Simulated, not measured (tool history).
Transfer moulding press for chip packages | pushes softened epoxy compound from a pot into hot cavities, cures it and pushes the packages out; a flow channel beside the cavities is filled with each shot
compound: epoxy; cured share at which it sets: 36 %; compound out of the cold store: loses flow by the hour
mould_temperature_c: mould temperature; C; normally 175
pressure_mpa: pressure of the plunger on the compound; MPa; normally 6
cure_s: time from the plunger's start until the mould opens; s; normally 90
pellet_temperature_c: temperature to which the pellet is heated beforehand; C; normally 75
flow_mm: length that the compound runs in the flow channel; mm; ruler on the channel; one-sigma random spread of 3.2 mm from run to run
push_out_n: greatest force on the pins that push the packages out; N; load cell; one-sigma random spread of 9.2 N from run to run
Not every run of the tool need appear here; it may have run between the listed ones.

run	hour	mould_temperature_c	pressure_mpa	cure_s	pellet_temperature_c	incoming compound's hours out of the cold store	flow_mm	push_out_n
1	0	175	6	90	75	41.4	854	403
2	27.1	175	6	90	75	24.7	946	743
3	52.7	175	6	90	75	11.5	1027	871
# hour 71.9: cavities cleaned with cleaning compound and waxed
4	75	175	6	90	75	10.5	1025	496
5	89	175	6	90	75	28.3	911	656
6	116.1	175	6	90	71	45	825	760
7	135.7	175	6	90	71	34	881	836
# hour 144.4: cavities cleaned with cleaning compound and waxed
8	152.5	175	6	90	79	27.2	916	536
# hour 169.1: plunger's sealing rings changed
9	185.4	175	6	90	79	8.5	1085	819
10	199.4	175	6	90	79	26.8	963	854
# hour 219.5: cavities cleaned with cleaning compound and waxed
11	221.4	180	6	104	78	40.8	867	344
12	247.1	175	4.82	85	75	19.9	900	818
13	261.8	175	4.82	85	75	43.3	781	862
14	279.8	175	6	127	80	25.6	961	637
# hour 290.7: cavities cleaned with cleaning compound and waxed
15	309.5	175	6	90	81	37.8	894	589
16	339.8	180	6	90	81	26.4	937	655
# hour 362: cavities cleaned with cleaning compound and waxed
17	372.4	181	6	104	75	40.5	854	449

Measured less the same run without the tool's hidden state. The same run-to-run variation is in both; the gauge's scatter may not be:
The hidden state here: true mould temperature over the reading, C; pressure that reaches the compound, % of what is set; grip of the stained cavities, % over clean ones'; drift of the gauge itself on flow_mm, %; drift of the gauge itself on push_out_n, %.
run	flow_mm	push_out_n
1	-29	+7
2	-35	+309
3	-41	+434
4	-43	+62
5	-40	+229
6	-39	+366
7	-44	+435
8	-47	+130
9	+0	+389
10	-2	+432
11	-3	+25
12	-6	+359
13	-7	+421
14	-10	+317
15	-12	+221
16	-16	+322
17	-18	+117

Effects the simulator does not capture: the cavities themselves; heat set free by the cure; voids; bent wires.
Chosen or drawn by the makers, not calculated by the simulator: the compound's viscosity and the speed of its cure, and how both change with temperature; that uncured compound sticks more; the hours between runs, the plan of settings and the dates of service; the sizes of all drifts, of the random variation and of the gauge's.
